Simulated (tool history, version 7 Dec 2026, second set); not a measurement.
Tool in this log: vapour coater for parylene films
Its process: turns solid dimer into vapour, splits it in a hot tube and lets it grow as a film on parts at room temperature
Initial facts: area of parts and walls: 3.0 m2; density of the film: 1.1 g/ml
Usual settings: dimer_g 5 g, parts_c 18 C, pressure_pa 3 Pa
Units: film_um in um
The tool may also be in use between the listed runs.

run   hour  dimer_g  parts_c  pressure_pa  film_um
  1      0        5       18            3    1.325
       6.1  -- table's thermometer calibrated
  2   29.7        5       18            3     1.24
  3   89.9        5       18            3    1.239
  4  128.4        5       18         4.47    1.135
  5    183        5       18         4.12     1.13
  6  208.7        5       18         4.12    1.147
  7  268.6        5       18         4.12    1.145
     284.3  -- trap's valve overhauled
  8  335.2        5       18         4.12    1.166
  9  369.9        5       18         4.12    1.171
 10  429.5        3       18         4.12      0.7
 11  480.2        3       18         4.12    0.686
 12    534        3       18         4.12    0.682
 13  589.7        3       18         4.12    0.684
       607  -- trap's valve overhauled
 14  639.9        3       18         4.12    0.713
 15  679.3        5       12         2.32    1.463
 16  724.4        3       18         2.22    0.803
 17  769.4        3       18         2.22    0.787

What will run 18 give?
 18  806.5        3       18         2.22        ?

{"run 18": {"film_um": 0.794}}
On a tool with no hidden condition, and with the same random variation, this run would have come out at film_um 0.813 um.
